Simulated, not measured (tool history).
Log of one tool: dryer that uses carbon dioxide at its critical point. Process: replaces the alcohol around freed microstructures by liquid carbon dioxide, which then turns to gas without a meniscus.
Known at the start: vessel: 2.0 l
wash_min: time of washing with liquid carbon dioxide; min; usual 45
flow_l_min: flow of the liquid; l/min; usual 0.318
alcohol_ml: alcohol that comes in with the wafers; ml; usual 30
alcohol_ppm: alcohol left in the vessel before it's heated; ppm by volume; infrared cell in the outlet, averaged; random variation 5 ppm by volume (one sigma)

run 1 hour=0.0 | wash_min=45 flow_l_min=0.318 alcohol_ml=30 | alcohol_ppm=36
run 2 hour=4.5 | wash_min=45 flow_l_min=0.445 alcohol_ml=30 | alcohol_ppm=26
run 3 hour=12.2 | wash_min=45 flow_l_min=0.318 alcohol_ml=30 | alcohol_ppm=33
run 4 hour=18.5 | wash_min=45 flow_l_min=0.318 alcohol_ml=30 | alcohol_ppm=42
run 5 hour=24.4 | wash_min=45 flow_l_min=0.318 alcohol_ml=30 | alcohol_ppm=40
run 6 hour=31.7 | wash_min=45 flow_l_min=0.318 alcohol_ml=30 | alcohol_ppm=38
run 7 hour=41.9 | wash_min=45 flow_l_min=0.318 alcohol_ml=30 | alcohol_ppm=38
run 8 hour=49.7 | wash_min=45 flow_l_min=0.318 alcohol_ml=21 | alcohol_ppm=34
run 9 hour=57.4 | wash_min=45 flow_l_min=0.318 alcohol_ml=21 | alcohol_ppm=38
run 10 hour=67.0 | wash_min=45 flow_l_min=0.318 alcohol_ml=21 | alcohol_ppm=36
run 11 hour=76.3 | wash_min=45 flow_l_min=0.244 alcohol_ml=30 | alcohol_ppm=116
run 12 hour=85.9 | wash_min=45 flow_l_min=0.318 alcohol_ml=30 | alcohol_ppm=39
run 13 hour=92.1 | wash_min=45 flow_l_min=0.318 alcohol_ml=30 | alcohol_ppm=42
run 14 hour=97.2 | wash_min=45 flow_l_min=0.318 alcohol_ml=30 | alcohol_ppm=40
run 15 hour=107.3 | wash_min=45 flow_l_min=0.318 alcohol_ml=30 | alcohol_ppm=46
run 16 hour=117.5 | wash_min=45 flow_l_min=0.318 alcohol_ml=30 | alcohol_ppm=49
run 17 hour=121.7 | wash_min=30 flow_l_min=0.318 alcohol_ml=30 | alcohol_ppm=193
run 18 hour=131.4 | wash_min=45 flow_l_min=0.497 alcohol_ml=30 | alcohol_ppm=31
run 19 hour=138.6 | wash_min=45 flow_l_min=0.497 alcohol_ml=30 | alcohol_ppm=33
run 20 hour=145.6 | wash_min=45 flow_l_min=0.497 alcohol_ml=30 | alcohol_ppm=29
run 21 hour=152.0 | wash_min=45 flow_l_min=0.377 alcohol_ml=22 | alcohol_ppm=21
run 22 hour=158.0 | wash_min=45 flow_l_min=0.283 alcohol_ml=24 | alcohol_ppm=57
run 23 hour=165.5 | wash_min=64 flow_l_min=0.365 alcohol_ml=48 | alcohol_ppm=36
run 24 hour=174.9 | wash_min=64 flow_l_min=0.365 alcohol_ml=48 | alcohol_ppm=44
run 25 hour=183.1 | wash_min=34 flow_l_min=0.519 alcohol_ml=79 | alcohol_ppm=32
run 26 hour=191.1 | wash_min=34 flow_l_min=0.519 alcohol_ml=79 | alcohol_ppm=36
run 27 hour=195.6 | wash_min=43 flow_l_min=0.318 alcohol_ml=30 | alcohol_ppm=54
run 28 hour=204.0 | wash_min=43 flow_l_min=0.191 alcohol_ml=30 | alcohol_ppm=382
run 29 hour=212.4 | wash_min=65 flow_l_min=0.324 alcohol_ml=30 | alcohol_ppm=41
run 30 hour=218.6 | wash_min=45 flow_l_min=0.222 alcohol_ml=32 | alcohol_ppm=194
run 31 hour=228.3 | wash_min=61 flow_l_min=0.538 alcohol_ml=96 | alcohol_ppm=39
run 32 hour=235.1 | wash_min=36 flow_l_min=0.339 alcohol_ml=101 | alcohol_ppm=183
run 33 hour=242.4 | wash_min=45 flow_l_min=0.456 alcohol_ml=44 | alcohol_ppm=26
run 34 hour=252.7 | wash_min=45 flow_l_min=0.373 alcohol_ml=98 | alcohol_ppm=59
run 35 hour=258.2 | wash_min=45 flow_l_min=0.373 alcohol_ml=98 | alcohol_ppm=56
run 36 hour=265.7 | wash_min=36 flow_l_min=0.344 alcohol_ml=113 | alcohol_ppm=188
run 37 hour=274.1 | wash_min=47 flow_l_min=0.485 alcohol_ml=30 | alcohol_ppm=39
run 38 hour=281.3 | wash_min=51 flow_l_min=0.485 alcohol_ml=22 | alcohol_ppm=35
run 39 hour=289.5 | wash_min=51 flow_l_min=0.239 alcohol_ml=22 | alcohol_ppm=67
run 40 hour=293.7 | wash_min=51 flow_l_min=0.239 alcohol_ml=22 | alcohol_ppm=81

Forecast each of these 3 alternatives for the next run:
run A hour=299.3 | wash_min=45 flow_l_min=0.411 alcohol_ml=30 | alcohol_ppm=?
run B hour=299.3 | wash_min=34 flow_l_min=0.431 alcohol_ml=104 | alcohol_ppm=?
run C hour=299.3 | wash_min=29 flow_l_min=0.359 alcohol_ml=46 | alcohol_ppm=?

run=A alcohol_ppm=49
run=B alcohol_ppm=90
run=C alcohol_ppm=198
Without the tool's hidden state the same runs would have given:
run=A alcohol_ppm=18
run=B alcohol_ppm=51
run=C alcohol_ppm=148
